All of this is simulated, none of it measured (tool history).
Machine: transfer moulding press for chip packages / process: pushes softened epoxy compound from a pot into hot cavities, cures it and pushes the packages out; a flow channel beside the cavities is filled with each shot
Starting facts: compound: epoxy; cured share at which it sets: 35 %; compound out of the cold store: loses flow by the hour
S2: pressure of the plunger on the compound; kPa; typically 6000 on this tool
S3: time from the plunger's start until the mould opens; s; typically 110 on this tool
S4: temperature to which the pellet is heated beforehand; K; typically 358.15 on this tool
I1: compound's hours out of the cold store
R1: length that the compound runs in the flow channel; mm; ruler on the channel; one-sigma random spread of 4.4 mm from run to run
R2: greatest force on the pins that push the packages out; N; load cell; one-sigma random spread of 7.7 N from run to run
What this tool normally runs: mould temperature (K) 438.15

run 1 hour=0 | mould_temperature_(K)=438.15 S2=6000 S3=110 S4=358.15 | I1=19 | R1=665 R2=532
run 2 hour=24 | mould_temperature_(K)=438.15 S2=6000 S3=110 S4=358.15 | I1=47.4 | R1=662 R2=649
run 3 hour=43.2 | mould_temperature_(K)=438.15 S2=6000 S3=110 S4=358.15 | I1=11.9 | R1=732 R2=714
run 4 hour=61.1 | mould_temperature_(K)=438.15 S2=6000 S3=110 S4=358.15 | I1=18.6 | R1=714 R2=357
run 5 hour=87 | mould_temperature_(K)=438.15 S2=6000 S3=110 S4=358.15 | I1=23.8 | R1=704 R2=496
run 6 hour=106 | mould_temperature_(K)=438.15 S2=6000 S3=110 S4=358.15 | I1=37.9 | R1=663 R2=376
run 7 hour=119.8 | mould_temperature_(K)=438.15 S2=6000 S3=110 S4=358.15 | I1=42.3 | R1=652 R2=457
run 8 hour=144.7 | mould_temperature_(K)=438.15 S2=6000 S3=110 S4=358.15 | I1=8.9 | R1=728 R2=581
run 9 hour=159.5 | mould_temperature_(K)=438.15 S2=6000 S3=110 S4=358.15 | I1=32.8 | R1=666 R2=405
run 10 hour=170.9 | mould_temperature_(K)=438.15 S2=6000 S3=110 S4=358.15 | I1=16.1 | R1=699 R2=482
run 11 hour=186.1 | mould_temperature_(K)=438.15 S2=6000 S3=118 S4=358.15 | I1=28.8 | R1=680 R2=507
run 12 hour=212.1 | mould_temperature_(K)=438.15 S2=6000 S3=110 S4=358.15 | I1=22.6 | R1=684 R2=457
run 13 hour=236.5 | mould_temperature_(K)=438.15 S2=6000 S3=110 S4=358.15 | I1=16.5 | R1=699 R2=578
run 14 hour=251.1 | mould_temperature_(K)=438.15 S2=5320 S3=110 S4=358.15 | I1=35.8 | R1=612 R2=388
run 15 hour=273 | mould_temperature_(K)=438.15 S2=6000 S3=131 S4=358.15 | I1=23.7 | R1=674 R2=466
run 16 hour=284.7 | mould_temperature_(K)=438.15 S2=5490 S3=131 S4=358.15 | I1=19.8 | R1=646 R2=518
run 17 hour=316.7 | mould_temperature_(K)=446.15 S2=5840 S3=131 S4=360.15 | I1=36.5 | R1=648 R2=411
run 18 hour=327.2 | mould_temperature_(K)=446.15 S2=5840 S3=128 S4=360.15 | I1=28 | R1=661 R2=471
run 19 hour=350.7 | mould_temperature_(K)=437.15 S2=5840 S3=136 S4=360.15 | I1=12 | R1=722 R2=388
run 20 hour=374.6 | mould_temperature_(K)=437.15 S2=5840 S3=136 S4=360.15 | I1=24.3 | R1=684 R2=491
run 21 hour=400 | mould_temperature_(K)=437.15 S2=5270 S3=114 S4=367.15 | I1=29.9 | R1=637 R2=428
run 22 hour=419.2 | mould_temperature_(K)=437.15 S2=5270 S3=114 S4=367.15 | I1=32.4 | R1=634 R2=525
run 23 hour=435.8 | mould_temperature_(K)=437.15 S2=5270 S3=114 S4=367.15 | I1=9.1 | R1=674 R2=374
run 24 hour=455.9 | mould_temperature_(K)=431.15 S2=5850 S3=114 S4=357.15 | I1=11.1 | R1=716 R2=691
run 25 hour=468.7 | mould_temperature_(K)=431.15 S2=5850 S3=114 S4=357.15 | I1=26.3 | R1=689 R2=739
run 26 hour=482.9 | mould_temperature_(K)=431.15 S2=5040 S3=114 S4=364.15 | I1=10.3 | R1=668 R2=576
run 27 hour=495.6 | mould_temperature_(K)=438.15 S2=6000 S3=145 S4=366.15 | I1=19.9 | R1=692 R2=427
run 28 hour=509.1 | mould_temperature_(K)=438.15 S2=4880 S3=131 S4=356.15 | I1=39.6 | R1=586 R2=482
run 29 hour=528.3 | mould_temperature_(K)=432.15 S2=6000 S3=131 S4=358.15 | I1=26 | R1=679 R2=429

Withheld: 16 entries from between the runs. Position of each, and hidden state at the listed run before versus the listed run after:
After run 1, before run 2: plunger's sealing rings changed (hour 10.3); cavities cleaned with cleaning compound and waxed (hour 14.3)
  true mould temperature over the reading, C: -1.59 -> -1.62; pressure that reaches the compound, % of what is set: 85.37 -> 99.02; grip of the stained cavities, % over clean ones': 51.3 -> 87.9
  the result without the hidden state subtracted from the measured one, R1: -50 -> +1 mm; R2: +200 -> +320 N
After run 3, before run 4: cavities cleaned with cleaning compound and waxed (hour 59.1)
  true mould temperature over the reading, C: -1.65 -> -1.68; pressure that reaches the compound, % of what is set: 98.15 -> 97.46; grip of the stained cavities, % over clean ones': 94 -> 5.2
  the result without the hidden state subtracted from the measured one, R1: -2 -> -4 mm; R2: +366 -> +38 N
After run 5, before run 6: cavities cleaned with cleaning compound and waxed (hour 103.6)
  true mould temperature over the reading, C: -1.72 -> -1.75; pressure that reaches the compound, % of what is set: 96.23 -> 95.34; grip of the stained cavities, % over clean ones': 45 -> 6
  the result without the hidden state subtracted from the measured one, R1: -9 -> -12 mm; R2: +173 -> +41 N
After run 8, before run 9: cavities cleaned with cleaning compound and waxed (hour 148.2); cavities cleaned with cleaning compound and waxed, once more (hour 154)
  true mould temperature over the reading, C: -1.82 -> -1.84; pressure that reaches the compound, % of what is set: 93.41 -> 92.9; grip of the stained cavities, % over clean ones': 61.2 -> 12.1
  the result without the hidden state subtracted from the measured one, R1: -19 -> -20 mm; R2: +243 -> +66 N
After run 11, before run 12: cavities cleaned with cleaning compound and waxed (hour 198.6)
  true mould temperature over the reading, C: -1.89 -> -1.93; pressure that reaches the compound, % of what is set: 91.63 -> 90.52; grip of the stained cavities, % over clean ones': 52.7 -> 25.4
  the result without the hidden state subtracted from the measured one, R1: -25 -> -30 mm; R2: +189 -> +119 N
After run 13, before run 14: cavities cleaned with cleaning compound and waxed (hour 243.3)
  true mould temperature over the reading, C: -1.97 -> -1.99; pressure that reaches the compound, % of what is set: 89.33 -> 88.69; grip of the stained cavities, % over clean ones': 56.8 -> 16
  the result without the hidden state subtracted from the measured one, R1: -35 -> -33 mm; R2: +235 -> +77 N
After run 16, before run 17: mould's thermocouples calibrated (hour 289.8); cavities cleaned with cleaning compound and waxed (hour 291.3); plunger's sealing rings changed (hour 313.2)
  true mould temperature over the reading, C: -2.05 -> -0.19; pressure that reaches the compound, % of what is set: 86.96 -> 99.42; grip of the stained cavities, % over clean ones': 61.3 -> 41.2
  the result without the hidden state subtracted from the measured one, R1: -41 -> -2 mm; R2: +203 -> +121 N
After run 18, before run 19: cavities cleaned with cleaning compound and waxed (hour 339)
  true mould temperature over the reading, C: -0.21 -> -0.25; pressure that reaches the compound, % of what is set: 98.92 -> 97.84; grip of the stained cavities, % over clean ones': 53.3 -> 23.6
  the result without the hidden state subtracted from the measured one, R1: -4 -> -8 mm; R2: +161 -> +75 N
After run 20, before run 21: cavities cleaned with cleaning compound and waxed (hour 383.4)
  true mould temperature over the reading, C: -0.29 -> -0.33; pressure that reaches the compound, % of what is set: 96.74 -> 95.62; grip of the stained cavities, % over clean ones': 55.3 -> 30.9
  the result without the hidden state subtracted from the measured one, R1: -10 -> -13 mm; R2: +173 -> +103 N
After run 22, before run 23: cavities cleaned with cleaning compound and waxed (hour 429.4)
  true mould temperature over the reading, C: -0.36 -> -0.38; pressure that reaches the compound, % of what is set: 94.69 -> 93.95; grip of the stained cavities, % over clean ones': 54.8 -> 11.9
  the result without the hidden state subtracted from the measured one, R1: -17 -> -21 mm; R2: +189 -> +43 N
After run 25, before run 26: cavities cleaned with cleaning compound and waxed (hour 474.7)
  true mould temperature over the reading, C: -0.44 -> -0.46; pressure that reaches the compound, % of what is set: 92.47 -> 91.89; grip of the stained cavities, % over clean ones': 57.3 -> 17.8
  the result without the hidden state subtracted from the measured one, R1: -26 -> -27 mm; R2: +288 -> +104 N
After run 28, before run 29: cavities cleaned with cleaning compound and waxed (hour 519.6)
  true mould temperature over the reading, C: -0.5 -> -0.53; pressure that reaches the compound, % of what is set: 90.57 -> 89.71; grip of the stained cavities, % over clean ones': 55.2 -> 19
  the result without the hidden state subtracted from the measured one, R1: -28 -> -36 mm; R2: +174 -> +76 N
